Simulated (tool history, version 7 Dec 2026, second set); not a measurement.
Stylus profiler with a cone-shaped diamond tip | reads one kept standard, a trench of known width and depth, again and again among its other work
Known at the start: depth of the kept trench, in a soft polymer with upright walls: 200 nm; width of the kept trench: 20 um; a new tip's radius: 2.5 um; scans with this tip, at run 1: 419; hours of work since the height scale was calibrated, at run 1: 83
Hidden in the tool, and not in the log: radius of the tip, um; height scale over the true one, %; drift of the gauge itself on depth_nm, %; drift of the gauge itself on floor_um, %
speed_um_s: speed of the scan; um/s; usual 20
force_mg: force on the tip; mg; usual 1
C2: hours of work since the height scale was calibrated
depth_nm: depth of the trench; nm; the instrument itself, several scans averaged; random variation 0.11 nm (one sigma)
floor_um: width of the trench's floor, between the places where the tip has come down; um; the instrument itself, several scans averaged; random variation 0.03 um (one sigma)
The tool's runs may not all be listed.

Run 1, hour 0: usual settings; scans with this tip 419; C2 83. Result: depth_nm 201.87 nm, floor_um 17.83 um.
Run 2, hour 12.6: usual settings but speed_um_s 45 um/s; scans with this tip 457; C2 90. Result: depth_nm 201.81 nm, floor_um 17.61 um.
Run 3, hour 20.7: usual settings but speed_um_s 45 um/s; scans with this tip 482; C2 95. Result: depth_nm 201.62 nm, floor_um 17.59 um.
Run 4, hour 32.6: usual settings but speed_um_s 45 um/s; scans with this tip 517; C2 102. Result: depth_nm 201.67 nm, floor_um 17.59 um.
Run 5, hour 49: usual settings; scans with this tip 567; C2 112. Result: depth_nm 201.76 nm, floor_um 17.83 um.
Run 6, hour 57.6: usual settings but speed_um_s 35 um/s; scans with this tip 593; C2 117. Result: depth_nm 201.63 nm, floor_um 17.62 um.
Run 7, hour 70.1: usual settings but speed_um_s 35 um/s; scans with this tip 630; C2 125. Result: depth_nm 201.69 nm, floor_um 17.76 um.
Run 8, hour 81.8: usual settings; scans with this tip 666; C2 132. Result: depth_nm 201.83 nm, floor_um 17.8 um.
Run 9, hour 96.1: usual settings; scans with this tip 709; C2 140. Result: depth_nm 201.74 nm, floor_um 17.79 um.
Run 10, hour 107.5: usual settings; scans with this tip 743; C2 147. Result: depth_nm 201.65 nm, floor_um 17.82 um.
Run 11, hour 118.3: usual settings; scans with this tip 776; C2 153. Result: depth_nm 201.86 nm, floor_um 17.81 um.
Run 12, hour 127.2: usual settings; scans with this tip 803; C2 159. Result: depth_nm 201.43 nm, floor_um 17.79 um.
Run 13, hour 136.2: usual settings; scans with this tip 830; C2 164. Result: depth_nm 201.81 nm, floor_um 17.79 um.
Run 14, hour 146.9: usual settings; scans with this tip 862; C2 170. Result: depth_nm 201.66 nm, floor_um 17.86 um.
Run 15, hour 158.2: usual settings but force_mg 0.62 mg; scans with this tip 896; C2 177. Result: depth_nm 201.13 nm, floor_um 17.72 um.
Run 16, hour 165.7: usual settings but force_mg 0.62 mg; scans with this tip 919; C2 182. Result: depth_nm 201.04 nm, floor_um 17.76 um.
Run 17, hour 172.7: usual settings; scans with this tip 940; C2 186. Result: depth_nm 201.79 nm, floor_um 17.79 um.
Run 18, hour 187.6: usual settings; scans with this tip 985; C2 195. Result: depth_nm 201.88 nm, floor_um 17.79 um.
Run 19, hour 198.2: usual settings; scans with this tip 1017; C2 201. Result: depth_nm 201.56 nm, floor_um 17.82 um.
Run 20, hour 213.9: usual settings; scans with this tip 1064; C2 210. Result: depth_nm 201.57 nm, floor_um 17.82 um.
Run 21, hour 225.5: usual settings; scans with this tip 1100; C2 217. Result: depth_nm 201.8 nm, floor_um 17.79 um.
Run 22, hour 238.2: usual settings; scans with this tip 1138; C2 225. Result: depth_nm 201.71 nm, floor_um 17.73 um.
Run 23, hour 246.6: usual settings; scans with this tip 1163; C2 230. Result: depth_nm 201.69 nm, floor_um 17.71 um.
At hour 248: height scale calibrated on a step standard.
Run 24, hour 261.1: usual settings; scans with this tip 1205; C2 8. Result: depth_nm 201.61 nm, floor_um 17.79 um.
Run 25, hour 268.8: usual settings but speed_um_s 36 um/s, force_mg 2.53 mg; scans with this tip 1228; C2 12. Result: depth_nm 203.28 nm, floor_um 17.76 um.
Run 26, hour 283.2: usual settings but speed_um_s 15 um/s; scans with this tip 1272; C2 21. Result: depth_nm 201.69 nm, floor_um 17.85 um.
Run 27, hour 299.7: usual settings but speed_um_s 14 um/s, force_mg 0.87 mg; scans with this tip 1322; C2 31. Result: depth_nm 201.36 nm, floor_um 17.8 um.

Run 28 comes next. What will it give?
At hour 307.5: height scale calibrated on a step standard, once more.
Run 28, hour 315.7: usual settings but speed_um_s 9 um/s, force_mg 0.85 mg; scans with this tip 1368; C2 5. Result: depth_nm ?, floor_um ?.

depth_nm: 201.81 nm
floor_um: 17.87 um
Without the tool's hidden state the same run would have given depth_nm 201.76 nm, floor_um 17.95 um.
